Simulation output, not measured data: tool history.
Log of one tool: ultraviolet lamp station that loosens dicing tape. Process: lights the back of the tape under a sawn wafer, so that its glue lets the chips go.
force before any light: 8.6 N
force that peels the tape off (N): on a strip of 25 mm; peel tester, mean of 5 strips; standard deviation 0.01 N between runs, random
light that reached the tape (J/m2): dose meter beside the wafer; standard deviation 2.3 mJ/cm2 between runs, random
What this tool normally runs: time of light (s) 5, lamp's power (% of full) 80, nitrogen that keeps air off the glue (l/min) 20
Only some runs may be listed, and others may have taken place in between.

run,hour,time of light (s),lamp's power (% of full),nitrogen that keeps air off the glue (l/min),force that peels the tape off (N),light that reached the tape (J/m2)
1,0.0,5,80,20,0.478,2200
2,21.0,5,80,7,0.847,2140
3,55.6,5,80,26,0.457,2170
4,99.6,5,80,26,0.468,2130
5,141.6,5,80,26,0.481,2110
6,169.3,5,80,26,0.505,2090
7,197.3,5,80,26,0.471,2120
8,235.4,5,80,20,0.555,2090
9,276.4,5,80,20,0.535,2090
10,314.4,5,80,20,0.562,2070
11,359.3,5,80,20,0.575,2010
# hour 363.9: window cleaned of glue's vapour
12,396.9,5,97,20,0.411,2460
# hour 429.2: window cleaned of glue's vapour, once more
13,434.3,5,80,20,0.527,2140
14,475.3,5,80,20,0.537,2080
15,514.5,5,80,20,0.518,2090
16,547.4,5,80,20,0.536,2090
17,583.6,4,62,9,1.889,1290
18,626.1,4,62,9,1.853,1280
19,651.6,4,62,9,1.733,1270
20,681.2,5,62,9,1.319,1610
21,724.4,5,62,9,1.312,1550
22,770.3,5,62,20,0.917,1550
23,813.7,4,75,20,1.039,1490
24,851.0,4,90,31,0.629,1780
25,886.7,3,70,20,1.919,1030
26,926.3,5,68,20,0.849,1660

The next listed run, before its measurement:
27,958.0,3,99,20,?,?

force that peels the tape off (N): 1.103
light that reached the tape (J/m2): 1430
Were there no unlogged condition in the tool, this run, its random variation unchanged, would have produced force that peels the tape off (N) 0.789, light that reached the tape (J/m2) 1710.
